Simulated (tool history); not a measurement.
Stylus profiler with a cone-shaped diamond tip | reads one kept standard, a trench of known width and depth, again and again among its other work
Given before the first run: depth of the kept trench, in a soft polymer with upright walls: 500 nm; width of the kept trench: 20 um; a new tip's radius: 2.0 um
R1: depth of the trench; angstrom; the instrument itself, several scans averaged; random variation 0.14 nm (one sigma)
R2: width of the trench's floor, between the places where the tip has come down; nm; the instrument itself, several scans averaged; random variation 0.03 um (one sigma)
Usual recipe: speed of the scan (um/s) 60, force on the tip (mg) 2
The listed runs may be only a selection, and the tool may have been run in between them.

run 1 day=0 | speed_of_the_scan_(um/s)=60 force_on_the_tip_(mg)=2 | R1=5044.2 R2=16640
run 2 day=2.5 | speed_of_the_scan_(um/s)=60 force_on_the_tip_(mg)=2 | R1=5042.7 R2=16600
run 3 day=4.479 | speed_of_the_scan_(um/s)=60 force_on_the_tip_(mg)=2 | R1=5047.7 R2=16630
run 4 day=6.804 | speed_of_the_scan_(um/s)=60 force_on_the_tip_(mg)=2 | R1=5045.4 R2=16550
run 5 day=9.546 | speed_of_the_scan_(um/s)=21 force_on_the_tip_(mg)=2 | R1=5047.9 R2=16740
run 6 day=11.975 | speed_of_the_scan_(um/s)=60 force_on_the_tip_(mg)=5.57 | R1=5082.2 R2=16640
run 7 day=13.862 | speed_of_the_scan_(um/s)=86 force_on_the_tip_(mg)=5.57 | R1=5081.7 R2=16590
run 8 day=15.838 | speed_of_the_scan_(um/s)=60 force_on_the_tip_(mg)=3.07 | R1=5059.7 R2=16510
run 9 day=18.571 | speed_of_the_scan_(um/s)=60 force_on_the_tip_(mg)=3.56 | R1=5063.7 R2=16580
run 10 day=19.838 | speed_of_the_scan_(um/s)=60 force_on_the_tip_(mg)=4.24 | R1=5072.6 R2=16560
run 11 day=21.817 | speed_of_the_scan_(um/s)=60 force_on_the_tip_(mg)=4.24 | R1=5074.1 R2=16510
run 12 day=24.167 | speed_of_the_scan_(um/s)=159 force_on_the_tip_(mg)=4.24 | R1=5075.3 R2=16010
run 13 day=26.454 | speed_of_the_scan_(um/s)=60 force_on_the_tip_(mg)=0.67 | R1=5032.2 R2=16040
run 14 day=27.867 | speed_of_the_scan_(um/s)=60 force_on_the_tip_(mg)=0.67 | R1=5033.4 R2=16030
run 15 day=29.154 | speed_of_the_scan_(um/s)=20 force_on_the_tip_(mg)=2.11 | R1=5051.6 R2=16560
run 16 day=32.05 | speed_of_the_scan_(um/s)=27 force_on_the_tip_(mg)=4.26 | R1=5076 R2=16480
-- day=32.292 height scale calibrated on a step standard
run 17 day=33.342 | speed_of_the_scan_(um/s)=27 force_on_the_tip_(mg)=4.26 | R1=5086.5 R2=16470
run 18 day=36.108 | speed_of_the_scan_(um/s)=108 force_on_the_tip_(mg)=3.34 | R1=5078 R2=16040
run 19 day=38.071 | speed_of_the_scan_(um/s)=108 force_on_the_tip_(mg)=3.34 | R1=5077.2 R2=16030
run 20 day=40.838 | speed_of_the_scan_(um/s)=214 force_on_the_tip_(mg)=3.65 | R1=5083.1 R2=15500
run 21 day=42.562 | speed_of_the_scan_(um/s)=214 force_on_the_tip_(mg)=3.65 | R1=5082.2 R2=15460
run 22 day=44.183 | speed_of_the_scan_(um/s)=88 force_on_the_tip_(mg)=2 | R1=5062.9 R2=15890
-- day=44.65 height scale calibrated on a step standard, once more
run 23 day=45.9 | speed_of_the_scan_(um/s)=71 force_on_the_tip_(mg)=3.46 | R1=5053.4 R2=16100

Predict each of these 4 candidate next runs independently; none follows another, all start after run 23:
run A day=47.392 | speed_of_the_scan_(um/s)=15 force_on_the_tip_(mg)=1.7 | R1=? R2=?
run B day=47.392 | speed_of_the_scan_(um/s)=177 force_on_the_tip_(mg)=4.26 | R1=? R2=?
run C day=47.392 | speed_of_the_scan_(um/s)=60 force_on_the_tip_(mg)=0.73 | R1=? R2=?
run D day=47.392 | speed_of_the_scan_(um/s)=71 force_on_the_tip_(mg)=3.39 | R1=? R2=?

run=A R1=5033.5 R2=16320
run=B R1=5060.4 R2=15720
run=C R1=5018.6 R2=15880
run=D R1=5053.2 R2=16100
What these runs would have given with no unlogged condition in the tool:
run=A R1=5032.1 R2=17240
run=B R1=5059 R2=16640
run=C R1=5017.1 R2=16800
run=D R1=5051.8 R2=17020

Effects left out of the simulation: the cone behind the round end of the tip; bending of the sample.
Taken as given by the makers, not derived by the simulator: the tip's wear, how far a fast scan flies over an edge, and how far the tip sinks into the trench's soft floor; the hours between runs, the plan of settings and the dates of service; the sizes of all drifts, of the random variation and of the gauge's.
